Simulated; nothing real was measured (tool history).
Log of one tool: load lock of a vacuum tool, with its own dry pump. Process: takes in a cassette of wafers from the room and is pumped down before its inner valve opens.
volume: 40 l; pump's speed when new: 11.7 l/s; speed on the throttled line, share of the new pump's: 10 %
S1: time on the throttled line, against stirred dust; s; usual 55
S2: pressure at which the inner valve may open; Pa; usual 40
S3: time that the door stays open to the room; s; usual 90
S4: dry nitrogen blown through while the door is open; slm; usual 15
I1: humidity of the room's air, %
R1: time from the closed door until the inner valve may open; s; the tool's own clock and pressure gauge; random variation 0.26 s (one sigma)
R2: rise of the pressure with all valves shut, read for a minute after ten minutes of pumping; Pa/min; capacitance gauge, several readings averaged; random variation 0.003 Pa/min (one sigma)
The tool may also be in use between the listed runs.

run    hour   S1  S2   S3  S4    I1     R1     R2
  1       0   55  40   90  15  42.4   76.7  0.102
  2    73.7   55  40   90  15  43.6   76.8  0.109
  3   168.5   55  40   90  15  47.8   76.6  0.113
  4   266.8   55  40   90  15  44.5   76.6  0.123
  5   360.7   55  40   90  15  47.7   76.6  0.127
  6   448.2   55  40   60  15  43.8   76.5  0.121
  7   526.7   55  40  233  15  47.8   76.9  0.152
  8   579.2   55  40  233  15    44   76.6  0.152
  9   678.9   55  40  233  15  46.7   76.5  0.152
 10   784.8   55  40  233  15    44   76.6   0.16
 11   830.4   55  40  233  15  48.9   76.7  0.166
 12   909.9   55  40  233  15  42.2   77.1  0.168
 13  1016.2   55  40  233  15  42.4   76.9  0.177
 14  1119.2   55  40   90  24  47.3   76.9  0.173
 15    1193   55  40   90  24  45.2   76.3  0.179
 16  1249.3   55  40   90  10  45.9   76.8  0.186
 17  1329.9   55  40   90  10  43.3   77.4  0.194
 18  1409.1   55  40   90  10  41.9   77.3  0.201
 19  1479.9   55  40   90  10  44.1     77  0.207
 20  1525.6   60  40   90  30  42.2   81.3  0.199
 21  1624.4   60  40   90  30  45.1   81.9  0.206
 22  1674.3   50  55  226   6  46.3   71.1   0.24
 23  1734.5   47  31  182   4  43.8   70.4  0.247
 24  1785.4   47  31  182   4  42.8   70.7  0.245
 25  1843.2  100  40   90   7  47.5  117.1  0.247
 26    1946   99  36   36  18  44.7  116.9  0.232
 27    2002   33  54   51  18  46.6   56.3  0.238
 28  2046.2   55  40  153  11  46.3   77.1  0.262
 29  2126.4   86  40   90   5  45.2  105.2   0.27
 30  2194.1   28  40  145  15    45     53  0.266
 31  2287.7   28  40  145  15  44.9   53.1  0.273
 32  2334.8   95  40   26  15  47.1  113.3  0.274
 33    2431   53  59   26  15  39.7   74.2  0.286
 34  2489.8  109  40   90  33  45.1  125.2  0.283
 35  2578.4  109  40   90  33  47.1  125.9  0.292
 36  2668.4   55  39   90  15  41.9   76.8  0.306

Hidden state or all else? Some run-to-run changes of R1, split into what the settings, what came in and random variation would give without the hidden state, and what is left for the hidden state (with any gauge scatter that isn't in both results):
The hidden state here: pump's speed, % of a new pump's; leak at the door's seal, Pa l/s; drift of the gauge itself on ready_s, %; drift of the gauge itself on rise_pa_min, %.
Run 24 -> 25: S1 47 -> 100, S2 31 -> 40, S3 182 -> 90, S4 4 -> 7. R1 +46.4 s: hidden state -0.2, all else +46.6.
Run 26 -> 27: S1 99 -> 33, S2 36 -> 54, S3 36 -> 51. R1 -60.6 s: hidden state +0.3, all else -60.9.
Run 29 -> 30: S1 86 -> 28, S3 90 -> 145, S4 5 -> 15. R1 -52.2 s: hidden state +0.3, all else -52.5.
Run 31 -> 32: S1 28 -> 95, S3 145 -> 26. R1 +60.2 s: hidden state -0.1, all else +60.3.

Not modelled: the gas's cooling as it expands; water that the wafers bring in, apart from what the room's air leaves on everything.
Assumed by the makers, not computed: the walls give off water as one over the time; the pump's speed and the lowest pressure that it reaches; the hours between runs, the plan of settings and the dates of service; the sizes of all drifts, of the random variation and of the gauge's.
